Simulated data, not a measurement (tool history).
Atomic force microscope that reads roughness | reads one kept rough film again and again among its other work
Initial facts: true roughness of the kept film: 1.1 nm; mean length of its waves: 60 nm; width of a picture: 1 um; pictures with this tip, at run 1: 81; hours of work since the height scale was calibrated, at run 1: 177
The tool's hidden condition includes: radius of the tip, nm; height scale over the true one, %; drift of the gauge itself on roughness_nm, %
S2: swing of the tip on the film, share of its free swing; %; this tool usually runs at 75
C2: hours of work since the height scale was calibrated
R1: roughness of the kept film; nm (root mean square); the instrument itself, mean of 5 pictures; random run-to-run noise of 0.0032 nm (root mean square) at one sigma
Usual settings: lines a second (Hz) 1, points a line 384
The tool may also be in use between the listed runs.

run 1 hour=0 | lines_a_second_(Hz)=1 S2=75 points_a_line=384 | pictures_with_this_tip=81 C2=177 | R1=1
run 2 hour=13 | lines_a_second_(Hz)=1 S2=75 points_a_line=384 | pictures_with_this_tip=98 C2=182 | R1=0.994
run 3 hour=32.7 | lines_a_second_(Hz)=1 S2=75 points_a_line=384 | pictures_with_this_tip=124 C2=191 | R1=0.99
run 4 hour=53.9 | lines_a_second_(Hz)=0.93 S2=75 points_a_line=384 | pictures_with_this_tip=152 C2=200 | R1=0.992
run 5 hour=69.1 | lines_a_second_(Hz)=1 S2=75 points_a_line=384 | pictures_with_this_tip=173 C2=207 | R1=0.993
run 6 hour=97.2 | lines_a_second_(Hz)=0.62 S2=75 points_a_line=384 | pictures_with_this_tip=210 C2=219 | R1=1.017
run 7 hour=113.3 | lines_a_second_(Hz)=0.62 S2=75 points_a_line=384 | pictures_with_this_tip=231 C2=226 | R1=1.011
-- hour=132.6 new tip fitted
run 8 hour=137.2 | lines_a_second_(Hz)=0.62 S2=75 points_a_line=384 | pictures_with_this_tip=6 C2=237 | R1=1.027
run 9 hour=153.1 | lines_a_second_(Hz)=1 S2=78 points_a_line=384 | pictures_with_this_tip=27 C2=244 | R1=0.985
run 10 hour=173.4 | lines_a_second_(Hz)=1 S2=78 points_a_line=384 | pictures_with_this_tip=54 C2=252 | R1=0.981
run 11 hour=185.4 | lines_a_second_(Hz)=1 S2=64 points_a_line=384 | pictures_with_this_tip=70 C2=258 | R1=1.03
run 12 hour=203.7 | lines_a_second_(Hz)=1 S2=71 points_a_line=384 | pictures_with_this_tip=94 C2=266 | R1=1.006
run 13 hour=226.4 | lines_a_second_(Hz)=1 S2=71 points_a_line=384 | pictures_with_this_tip=124 C2=276 | R1=1.006
run 14 hour=240.3 | lines_a_second_(Hz)=1 S2=75 points_a_line=384 | pictures_with_this_tip=142 C2=282 | R1=0.993
run 15 hour=267.2 | lines_a_second_(Hz)=1 S2=75 points_a_line=384 | pictures_with_this_tip=178 C2=294 | R1=0.988
run 16 hour=292.8 | lines_a_second_(Hz)=1 S2=75 points_a_line=384 | pictures_with_this_tip=212 C2=305 | R1=0.984
run 17 hour=314.3 | lines_a_second_(Hz)=0.76 S2=75 points_a_line=384 | pictures_with_this_tip=240 C2=314 | R1=1.008
-- hour=327.4 new tip fitted
run 18 hour=331.8 | lines_a_second_(Hz)=0.76 S2=75 points_a_line=384 | pictures_with_this_tip=6 C2=322 | R1=1.014
run 19 hour=358.4 | lines_a_second_(Hz)=1 S2=75 points_a_line=384 | pictures_with_this_tip=41 C2=333 | R1=0.992
run 20 hour=386.4 | lines_a_second_(Hz)=1 S2=75 points_a_line=384 | pictures_with_this_tip=78 C2=346 | R1=0.995
run 21 hour=411.3 | lines_a_second_(Hz)=1 S2=75 points_a_line=384 | pictures_with_this_tip=111 C2=356 | R1=0.995
run 22 hour=440.8 | lines_a_second_(Hz)=1 S2=68 points_a_line=384 | pictures_with_this_tip=150 C2=369 | R1=1.014
run 23 hour=462.1 | lines_a_second_(Hz)=3.47 S2=68 points_a_line=331 | pictures_with_this_tip=178 C2=379 | R1=0.884
-- hour=464.6 height scale calibrated on a step standard
run 24 hour=490.5 | lines_a_second_(Hz)=3.47 S2=68 points_a_line=331 | pictures_with_this_tip=215 C2=11 | R1=0.882
run 25 hour=507.8 | lines_a_second_(Hz)=2.39 S2=68 points_a_line=327 | pictures_with_this_tip=238 C2=19 | R1=0.925
-- hour=523.1 new tip fitted
run 26 hour=537.6 | lines_a_second_(Hz)=3.54 S2=75 points_a_line=384 | pictures_with_this_tip=19 C2=32 | R1=0.818
run 27 hour=556.5 | lines_a_second_(Hz)=2.51 S2=75 points_a_line=972 | pictures_with_this_tip=44 C2=40 | R1=0.881
run 28 hour=578.6 | lines_a_second_(Hz)=1 S2=79 points_a_line=488 | pictures_with_this_tip=74 C2=50 | R1=0.972
run 29 hour=598.6 | lines_a_second_(Hz)=0.69 S2=80 points_a_line=488 | pictures_with_this_tip=100 C2=58 | R1=1.004
-- hour=609.5 height scale calibrated on a step standard, once more
run 30 hour=616 | lines_a_second_(Hz)=3.63 S2=75 points_a_line=792 | pictures_with_this_tip=122 C2=3 | R1=0.82
run 31 hour=628.8 | lines_a_second_(Hz)=3.63 S2=75 points_a_line=792 | pictures_with_this_tip=139 C2=8 | R1=0.806
run 32 hour=653.7 | lines_a_second_(Hz)=0.83 S2=60 points_a_line=384 | pictures_with_this_tip=172 C2=19 | R1=1.05
run 33 hour=670.1 | lines_a_second_(Hz)=0.58 S2=82 points_a_line=384 | pictures_with_this_tip=193 C2=27 | R1=0.996
run 34 hour=696.4 | lines_a_second_(Hz)=0.58 S2=82 points_a_line=384 | pictures_with_this_tip=228 C2=38 | R1=1.002
run 35 hour=715.8 | lines_a_second_(Hz)=0.78 S2=82 points_a_line=304 | pictures_with_this_tip=254 C2=47 | R1=0.97
-- hour=719.1 new tip fitted
run 36 hour=744.4 | lines_a_second_(Hz)=3.08 S2=73 points_a_line=677 | pictures_with_this_tip=33 C2=59 | R1=0.867
run 37 hour=761.7 | lines_a_second_(Hz)=0.89 S2=75 points_a_line=438 | pictures_with_this_tip=56 C2=66 | R1=1.007
run 38 hour=777.1 | lines_a_second_(Hz)=0.89 S2=75 points_a_line=438 | pictures_with_this_tip=76 C2=73 | R1=1.002
run 39 hour=805 | lines_a_second_(Hz)=0.89 S2=75 points_a_line=438 | pictures_with_this_tip=113 C2=85 | R1=1.001
run 40 hour=832.2 | lines_a_second_(Hz)=0.89 S2=58 points_a_line=599 | pictures_with_this_tip=149 C2=97 | R1=1.045
run 41 hour=853.9 | lines_a_second_(Hz)=0.89 S2=58 points_a_line=599 | pictures_with_this_tip=178 C2=107 | R1=1.042
run 42 hour=872.4 | lines_a_second_(Hz)=0.64 S2=81 points_a_line=599 | pictures_with_this_tip=203 C2=115 | R1=0.996
run 43 hour=890.5 | lines_a_second_(Hz)=1.85 S2=83 points_a_line=796 | pictures_with_this_tip=226 C2=123 | R1=0.864

The logged runs with the hidden state left out (each run's random variation unchanged):
run=1 R1=1.007
run=2 R1=1.002
run=3 R1=1
run=4 R1=1.004
run=5 R1=1.006
run=6 R1=1.033
run=7 R1=1.029
run=8 R1=1.031
run=9 R1=0.99
run=10 R1=0.988
run=11 R1=1.039
run=12 R1=1.016
run=13 R1=1.018
run=14 R1=1.006
run=15 R1=1.003
run=16 R1=1.002
run=17 R1=1.028
run=18 R1=1.019
run=19 R1=0.999
run=20 R1=1.006
run=21 R1=1.007
run=22 R1=1.03
run=23 R1=0.899
run=24 R1=0.901
run=25 R1=0.947
run=26 R1=0.826
run=27 R1=0.891
run=28 R1=0.984
run=29 R1=1.019
run=30 R1=0.827
run=31 R1=0.815
run=32 R1=1.064
run=33 R1=1.01
run=34 R1=1.018
run=35 R1=0.988
run=36 R1=0.871
run=37 R1=1.013
run=38 R1=1.01
run=39 R1=1.011
run=40 R1=1.058
run=41 R1=1.057
run=42 R1=1.012
run=43 R1=0.879

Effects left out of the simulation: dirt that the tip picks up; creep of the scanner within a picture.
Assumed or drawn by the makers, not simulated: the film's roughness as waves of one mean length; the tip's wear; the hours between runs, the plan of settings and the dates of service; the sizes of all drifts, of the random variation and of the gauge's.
